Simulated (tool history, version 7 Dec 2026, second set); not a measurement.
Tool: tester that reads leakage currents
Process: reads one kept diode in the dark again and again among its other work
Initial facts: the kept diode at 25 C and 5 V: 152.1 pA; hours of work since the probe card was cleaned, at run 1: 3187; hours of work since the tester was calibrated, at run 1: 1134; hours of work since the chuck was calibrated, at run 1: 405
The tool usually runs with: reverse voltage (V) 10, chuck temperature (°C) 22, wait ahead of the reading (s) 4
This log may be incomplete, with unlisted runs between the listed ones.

run    hour  reverse voltage (V)  chuck temperature (°C)  wait ahead of the reading (s)  hours of work since the probe card was cleaned  hours of work since the tester was calibrated  hours of work since the chuck was calibrated  current that the tester gives (pA)
  1       0                   10                      22                              4                                            3187                                           1134                                           405                              163.99
  2   131.9                   10                      22                              4                                            3243                                           1190                                           460                              164.69
  3     338                   10                      22                              4                                            3329                                           1277                                           547                              163.46
  4   512.3                   10                      22                              4                                            3403                                           1350                                           621                              164.28
  5   634.3                   10                      28                              4                                            3454                                           1401                                           672                              272.41
      705.1  -- probe card cleaned and baked
  6   793.5                   10                      54                              4                                              37                                           1467                                           738                             1966.34
  7  1004.4                   10                      54                              4                                             126                                           1556                                           827                             1953.85
  8    1218                   10                      54                              4                                             216                                           1646                                           917                             1961.81
  9  1329.3                   10                      22                              4                                             263                                           1693                                           963                              163.69
 10  1495.3                   10                      24                              4                                             333                                           1763                                          1033                              193.27
 11  1602.2                   10                      22                              4                                             378                                           1808                                          1078                              163.89
 12  1779.7                   10                      22                              4                                             452                                           1882                                          1153                              164.55
 13  1993.6                   10                      20                              4                                             543                                           1973                                          1243                              138.96
 14    2181                   10                      20                              4                                             621                                           2051                                          1322                              138.12
 15  2327.6                   10                      20                              4                                             683                                           2113                                          1384                               137.5
 16  2423.7                  3.2                      31                            1.3                                             724                                           2154                                          1424                              201.62
 17  2563.3                   10                      23                              4                                             782                                           2212                                          1483                              178.05
 18    2697                   10                      23                              4                                             839                                           2269                                          1539                              177.76
     2744.4  -- chuck's temperature calibrated
 19  2826.9                  1.1                      22                           3.54                                             893                                           2323                                            35                               57.49
 20  3012.6                  1.9                      59                           0.51                                             971                                           2401                                           113                             1254.11

Run 21 comes next. What will it give?
 21  3106                   10                      22                              4                                            1010                                           2440                                           152                                   ?

{"run 21": {"current that the tester gives (pA)": 163.97}}
Were there no unlogged condition in the tool, this run, its random variation unchanged, would have produced current that the tester gives (pA) 163.91.

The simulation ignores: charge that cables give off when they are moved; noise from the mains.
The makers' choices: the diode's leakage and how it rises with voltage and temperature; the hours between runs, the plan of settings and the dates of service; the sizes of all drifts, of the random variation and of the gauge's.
